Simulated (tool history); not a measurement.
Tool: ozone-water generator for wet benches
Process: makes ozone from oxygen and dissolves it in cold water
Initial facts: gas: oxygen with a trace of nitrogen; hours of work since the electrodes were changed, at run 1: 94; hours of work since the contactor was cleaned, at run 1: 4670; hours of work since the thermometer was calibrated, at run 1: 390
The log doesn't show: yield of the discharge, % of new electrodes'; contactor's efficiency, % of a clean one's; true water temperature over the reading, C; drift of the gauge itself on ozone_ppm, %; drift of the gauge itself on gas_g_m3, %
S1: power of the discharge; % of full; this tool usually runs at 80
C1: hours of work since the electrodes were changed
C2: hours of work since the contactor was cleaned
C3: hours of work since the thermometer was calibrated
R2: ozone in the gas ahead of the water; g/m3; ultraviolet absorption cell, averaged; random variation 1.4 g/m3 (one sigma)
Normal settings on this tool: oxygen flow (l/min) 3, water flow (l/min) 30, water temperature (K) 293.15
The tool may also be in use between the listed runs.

run 1 day=0 | S1=80 oxygen_flow_(l/min)=3 water_flow_(l/min)=30 water_temperature_(K)=293.15 | C1=94 C2=4670 C3=390 | dissolved_ozone_(ppm)=16.2 R2=264
run 2 day=0.904 | S1=80 oxygen_flow_(l/min)=3 water_flow_(l/min)=30 water_temperature_(K)=291.15 | C1=109 C2=4685 C3=404 | dissolved_ozone_(ppm)=16.2 R2=265.4
run 3 day=1.646 | S1=80 oxygen_flow_(l/min)=3 water_flow_(l/min)=30 water_temperature_(K)=291.15 | C1=120 C2=4697 C3=416 | dissolved_ozone_(ppm)=16.4 R2=264.8
run 4 day=2.396 | S1=80 oxygen_flow_(l/min)=3 water_flow_(l/min)=30 water_temperature_(K)=293.15 | C1=132 C2=4709 C3=428 | dissolved_ozone_(ppm)=16.2 R2=265.4
run 5 day=3.55 | S1=80 oxygen_flow_(l/min)=3 water_flow_(l/min)=30 water_temperature_(K)=293.15 | C1=151 C2=4727 C3=446 | dissolved_ozone_(ppm)=16.2 R2=265.6
run 6 day=4.146 | S1=80 oxygen_flow_(l/min)=3 water_flow_(l/min)=30 water_temperature_(K)=293.15 | C1=161 C2=4737 C3=456 | dissolved_ozone_(ppm)=16.1 R2=262.6
run 7 day=4.654 | S1=80 oxygen_flow_(l/min)=3 water_flow_(l/min)=30 water_temperature_(K)=293.15 | C1=169 C2=4745 C3=464 | dissolved_ozone_(ppm)=16.3 R2=264.9
run 8 day=5.758 | S1=80 oxygen_flow_(l/min)=3 water_flow_(l/min)=30 water_temperature_(K)=293.15 | C1=186 C2=4762 C3=482 | dissolved_ozone_(ppm)=16.4 R2=264.3
run 9 day=6.933 | S1=80 oxygen_flow_(l/min)=3 water_flow_(l/min)=30 water_temperature_(K)=293.15 | C1=205 C2=4781 C3=501 | dissolved_ozone_(ppm)=16.2 R2=261.3
run 10 day=7.871 | S1=80 oxygen_flow_(l/min)=3 water_flow_(l/min)=30 water_temperature_(K)=293.15 | C1=220 C2=4796 C3=516 | dissolved_ozone_(ppm)=16.3 R2=262.8
run 11 day=8.462 | S1=80 oxygen_flow_(l/min)=3 water_flow_(l/min)=30 water_temperature_(K)=293.15 | C1=230 C2=4806 C3=525 | dissolved_ozone_(ppm)=16.1 R2=260.8
run 12 day=9.075 | S1=80 oxygen_flow_(l/min)=3 water_flow_(l/min)=30 water_temperature_(K)=300.15 | C1=240 C2=4816 C3=535 | dissolved_ozone_(ppm)=15.5 R2=261.2
run 13 day=9.729 | S1=80 oxygen_flow_(l/min)=3 water_flow_(l/min)=30 water_temperature_(K)=300.15 | C1=250 C2=4826 C3=545 | dissolved_ozone_(ppm)=15.2 R2=260.2
run 14 day=10.775 | S1=80 oxygen_flow_(l/min)=3 water_flow_(l/min)=30 water_temperature_(K)=300.15 | C1=267 C2=4843 C3=562 | dissolved_ozone_(ppm)=15.2 R2=261.2
run 15 day=11.371 | S1=98 oxygen_flow_(l/min)=2.51 water_flow_(l/min)=30 water_temperature_(K)=293.15 | C1=276 C2=4852 C3=572 | dissolved_ozone_(ppm)=19.3 R2=349.8
run 16 day=12.467 | S1=80 oxygen_flow_(l/min)=3 water_flow_(l/min)=30 water_temperature_(K)=294.15 | C1=294 C2=4870 C3=589 | dissolved_ozone_(ppm)=16.2 R2=260.6

What does the tool deliver on the next run?
run 17 day=13.025 | S1=80 oxygen_flow_(l/min)=3 water_flow_(l/min)=30 water_temperature_(K)=294.15 | C1=303 C2=4879 C3=598 | dissolved_ozone_(ppm)=? R2=?

dissolved ozone (ppm): 16.2
R2: 260.7 g/m3
On a tool with no hidden condition, and with the same random variation, this run would have come out at dissolved ozone (ppm) 16.2, R2 266.8 g/m3.
